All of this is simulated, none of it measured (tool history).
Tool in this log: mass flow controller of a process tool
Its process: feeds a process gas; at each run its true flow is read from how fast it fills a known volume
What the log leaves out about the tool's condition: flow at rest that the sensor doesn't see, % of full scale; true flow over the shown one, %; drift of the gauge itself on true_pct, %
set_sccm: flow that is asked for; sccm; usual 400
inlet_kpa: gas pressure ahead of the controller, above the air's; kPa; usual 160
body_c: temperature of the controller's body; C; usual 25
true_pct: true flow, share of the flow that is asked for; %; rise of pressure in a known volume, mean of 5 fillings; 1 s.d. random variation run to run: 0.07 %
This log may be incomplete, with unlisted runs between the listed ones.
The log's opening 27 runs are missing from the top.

run,hour,set_sccm,inlet_kpa,body_c,hours of work since the controller was set to zero,hours of work since the controller was changed,true_pct
28,8456.7,400,216,23,291,483,99.08
29,8874.9,400,188,25,585,776,98.8
30,9265,250,219,25,859,1050,98.5
31,9685.9,400,184,31,1155,1346,98.01
32,10039.2,400,184,31,1403,1594,98.01
33,10321.1,400,150,28,1601,1792,98.31
34,10532.1,400,229,25,1749,1940,98.92
35,10946.9,400,229,25,2040,2231,98.85
36,11299.6,400,229,25,2288,2479,98.94
37,11604.1,400,229,25,2502,2693,99.06
38,11941.2,282,279,25,2738,2930,98.61
39,12352,293,185,27,3027,3218,98.22
40,12757.7,293,185,27,3312,3503,98.12
41,13020.3,174,230,36,3496,3687,96.37
42,13298.2,400,268,25,3691,3882,99.07
43,13618.5,400,244,25,3916,4107,99
44,13887.6,400,244,25,4105,4296,99.08
45,14175.6,400,223,40,4307,4499,97.44
46,14595.9,342,193,34,4603,4794,97.77
47,14855.1,400,160,30,4785,4976,98.37

Branching from run 47: 5 alternative next runs. What would each branch give?
A,15101.8,940,256,35,4958,5149,?
B,15101.8,108,153,24,4958,5149,?
C,15101.8,608,160,30,4958,5149,?
D,15101.8,250,190,31,4958,5149,?
E,15101.8,355,228,25,4958,5149,?

run,true_pct
A,99.44
B,95.72
C,98.99
D,97.39
E,98.89
Had the tool no hidden state, the same runs would have come out as:
run,true_pct
A,98.91
B,98.47
C,98.7
D,98.03
E,99.06
